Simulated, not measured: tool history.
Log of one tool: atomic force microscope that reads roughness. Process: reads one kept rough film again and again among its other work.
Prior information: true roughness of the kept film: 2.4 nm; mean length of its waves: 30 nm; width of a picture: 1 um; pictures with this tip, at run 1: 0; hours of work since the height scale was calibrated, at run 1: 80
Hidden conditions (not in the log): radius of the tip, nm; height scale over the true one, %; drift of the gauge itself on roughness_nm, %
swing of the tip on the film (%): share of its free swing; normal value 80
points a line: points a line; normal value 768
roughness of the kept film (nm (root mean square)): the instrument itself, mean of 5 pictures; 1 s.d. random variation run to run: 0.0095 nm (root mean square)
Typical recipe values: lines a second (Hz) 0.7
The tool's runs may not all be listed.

| run | hour | lines a second (Hz) | swing of the tip on the film (%) | points a line | pictures with this tip | hours of work since the height scale was calibrated | roughness of the kept film (nm (root mean square)) |
|---|---|---|---|---|---|---|---|
| 1 | 0 | 0.7 | 80 | 768 | 0 | 80 | 2.145 |
| 2 | 10.4 | 0.7 | 80 | 768 | 19 | 87 | 2.068 |
| 3 | 26.5 | 2.346 | 80 | 768 | 48 | 98 | 1.804 |
| 4 | 39.4 | 0.7 | 80 | 768 | 71 | 107 | 1.903 |
| 5 | 51.4 | 0.7 | 80 | 768 | 92 | 115 | 1.861 |
| 6 | 66.6 | 0.901 | 80 | 768 | 119 | 125 | 1.779 |
| 7 | 75.8 | 0.901 | 80 | 768 | 136 | 132 | 1.749 |
|  | 82 | new tip fitted |
| 8 | 91.1 | 0.7 | 80 | 408 | 16 | 142 | 2.075 |
| 9 | 107.7 | 0.7 | 80 | 768 | 46 | 153 | 1.987 |
| 10 | 122.8 | 0.7 | 80 | 768 | 73 | 163 | 1.893 |
| 11 | 135.9 | 1.478 | 80 | 768 | 96 | 172 | 1.773 |
| 12 | 149.3 | 0.7 | 80 | 768 | 120 | 182 | 1.772 |
|  | 162.3 | new tip fitted |
| 13 | 171.4 | 0.7 | 80 | 768 | 16 | 196 | 2.077 |
| 14 | 183.4 | 0.7 | 80 | 768 | 37 | 205 | 2.02 |
| 15 | 198.3 | 0.7 | 80 | 768 | 64 | 215 | 1.939 |
| 16 | 220.5 | 0.7 | 62 | 768 | 104 | 230 | 1.859 |
| 17 | 235.2 | 0.704 | 62 | 768 | 130 | 240 | 1.797 |
|  | 243.3 | new tip fitted |
| 18 | 253.4 | 0.704 | 62 | 768 | 19 | 252 | 2.132 |
| 19 | 276 | 0.7 | 68 | 768 | 59 | 268 | 1.981 |
| 20 | 290.4 | 0.7 | 68 | 768 | 85 | 278 | 1.919 |
| 21 | 307.9 | 0.7 | 68 | 768 | 116 | 290 | 1.845 |
| 22 | 318.8 | 2.671 | 57 | 768 | 135 | 297 | 1.758 |
|  | 324.8 | new tip fitted |
| 23 | 336.6 | 2.671 | 57 | 768 | 21 | 309 | 2.092 |
| 24 | 356.5 | 1.445 | 78 | 768 | 57 | 323 | 1.907 |
| 25 | 378.5 | 2.06 | 70 | 363 | 96 | 338 | 1.779 |
| 26 | 401.4 | 0.714 | 80 | 854 | 137 | 353 | 1.748 |
|  | 405.6 | new tip fitted |
| 27 | 423.6 | 1.848 | 80 | 934 | 32 | 368 | 1.907 |
| 28 | 443.1 | 1.5 | 80 | 934 | 67 | 382 | 1.859 |
| 29 | 460.7 | 1.5 | 80 | 934 | 98 | 394 | 1.76 |
| 30 | 474.9 | 0.612 | 61 | 301 | 124 | 403 | 1.811 |
|  | 486.2 | new tip fitted |
| 31 | 495.9 | 0.612 | 61 | 301 | 17 | 418 | 2.11 |
| 32 | 510.7 | 3.092 | 61 | 301 | 44 | 428 | 1.926 |
| 33 | 521.5 | 3.092 | 61 | 301 | 63 | 435 | 1.882 |
| 34 | 536.1 | 3.092 | 61 | 301 | 89 | 445 | 1.812 |
| 35 | 548.8 | 3.092 | 61 | 301 | 112 | 454 | 1.744 |
| 36 | 559.1 | 0.7 | 58 | 758 | 130 | 461 | 1.813 |
|  | 566.7 | new tip fitted |
| 37 | 576.8 | 0.617 | 58 | 758 | 18 | 473 | 2.166 |
| 38 | 592 | 0.617 | 58 | 758 | 45 | 483 | 2.047 |
| 39 | 607 | 3.173 | 76 | 346 | 72 | 493 | 1.736 |
| 40 | 618 | 3.173 | 76 | 346 | 92 | 501 | 1.668 |

Measured result minus the same run's result without the hidden state. Both carry the same run-to-run variation, though not necessarily the same gauge scatter:
| run | roughness of the kept film (nm (root mean square)) |
|---|---|
| 1 | -0.011 |
| 2 | -0.078 |
| 3 | -0.157 |
| 4 | -0.233 |
| 5 | -0.286 |
| 6 | -0.35 |
| 7 | -0.39 |
| 8 | -0.065 |
| 9 | -0.165 |
| 10 | -0.25 |
| 11 | -0.296 |
| 12 | -0.367 |
| 13 | -0.065 |
| 14 | -0.127 |
| 15 | -0.213 |
| 16 | -0.334 |
| 17 | -0.405 |
| 18 | -0.067 |
| 19 | -0.197 |
| 20 | -0.266 |
| 21 | -0.346 |
| 22 | -0.385 |
| 23 | -0.058 |
| 24 | -0.164 |
| 25 | -0.272 |
| 26 | -0.393 |
| 27 | -0.107 |
| 28 | -0.204 |
| 29 | -0.284 |
| 30 | -0.38 |
| 31 | -0.07 |
| 32 | -0.156 |
| 33 | -0.209 |
| 34 | -0.279 |
| 35 | -0.336 |
| 36 | -0.401 |
| 37 | -0.058 |
| 38 | -0.147 |
| 39 | -0.205 |
| 40 | -0.256 |
